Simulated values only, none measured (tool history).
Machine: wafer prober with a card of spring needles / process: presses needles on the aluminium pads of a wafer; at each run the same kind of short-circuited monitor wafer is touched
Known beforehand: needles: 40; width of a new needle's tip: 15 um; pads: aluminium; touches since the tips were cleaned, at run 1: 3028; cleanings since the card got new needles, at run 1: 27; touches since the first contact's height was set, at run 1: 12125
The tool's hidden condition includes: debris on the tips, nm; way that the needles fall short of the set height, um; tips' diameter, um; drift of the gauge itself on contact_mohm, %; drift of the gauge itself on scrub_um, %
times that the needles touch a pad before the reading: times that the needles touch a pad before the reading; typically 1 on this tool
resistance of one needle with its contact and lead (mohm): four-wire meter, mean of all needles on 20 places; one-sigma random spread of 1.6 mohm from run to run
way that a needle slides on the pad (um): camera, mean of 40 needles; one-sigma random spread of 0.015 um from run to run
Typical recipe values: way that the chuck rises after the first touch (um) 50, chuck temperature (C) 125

run	hour	way that the chuck rises after the first touch (um)	chuck temperature (C)	times that the needles touch a pad before the reading	touches since the tips were cleaned	cleanings since the card got new needles	touches since the first contact's height was set	resistance of one needle with its contact and lead (mohm)	way that a needle slides on the pad (um)
1	0.0	50	125	1	3028	27	12125	202	6.05
# hour 19.1: tips cleaned on abrasive film
2	39.3	50	125	1	3716	28	19344	210	6.06
# hour 55.5: tips cleaned on abrasive film
3	82.7	50	125	1	5024	29	27324	226	6.03
# hour 88.8: tips cleaned on abrasive film
# hour 124.6: tips cleaned on abrasive film
4	132.3	50	77	1	1425	31	36423	180	6.03
# hour 160.5: tips cleaned on abrasive film
# hour 193.9: tips cleaned on abrasive film
5	198.1	50	77	1	769	33	48489	163	6.03
# hour 229.4: tips cleaned on abrasive film
6	229.4	50	77	1	0	34	54245	143	6.00
7	261.6	50	77	1	5925	34	60170	227	5.99
# hour 267.5: tips cleaned on abrasive film
8	296.4	50	125	1	5332	35	66568	225	6.01
# hour 301.5: tips cleaned on abrasive film
# hour 335.6: tips cleaned on abrasive film
9	361.6	50	125	1	4798	37	78536	224	5.99
# hour 371.7: tips cleaned on abrasive film
10	398.5	51	125	1	4934	38	85314	219	6.10
# hour 408.5: tips cleaned on abrasive film
# hour 446.4: tips cleaned on abrasive film
11	458.6	52	125	1	2250	40	96348	192	6.21
# hour 482.5: tips cleaned on abrasive film
12	508.6	50	125	1	4819	41	105542	224	5.97
# hour 518.3: tips cleaned on abrasive film
13	550.8	38	42	1	5990	42	113293	289	4.49
# hour 555.1: tips cleaned on abrasive film
# hour 590.4: tips cleaned on abrasive film
14	597.4	35	38	2	1288	44	121833	188	4.12
# hour 625.7: tips cleaned on abrasive film
15	657.3	50	39	3	5815	45	132850	169	5.93
# hour 662.2: tips cleaned on abrasive film
# hour 697.0: tips cleaned on abrasive film
16	697.0	69	40	2	0	47	140117	135	8.24
# hour 733.3: tips cleaned on abrasive film
17	758.4	62	125	1	4632	48	151415	200	7.37
# hour 769.9: tips cleaned on abrasive film
# hour 803.6: tips cleaned on abrasive film
18	803.6	62	125	1	0	50	159691	155	7.34
# hour 838.2: tips cleaned on abrasive film
19	838.2	59	88	1	0	51	166051	146	6.96

Run 20, settings as shown, results not yet in. Your forecast:
# hour 873.4: tips cleaned on abrasive film
20	878.6	50	34	2	954	52	173466	?	?

For run 20 the tool returned resistance of one needle with its contact and lead (mohm) 156, way that a needle slides on the pad (um) 5.89.
Take away the tool's hidden state, keep the run-to-run variation as it was, and the same run would have given resistance of one needle with its contact and lead (mohm) 135, way that a needle slides on the pad (um) 6.06.
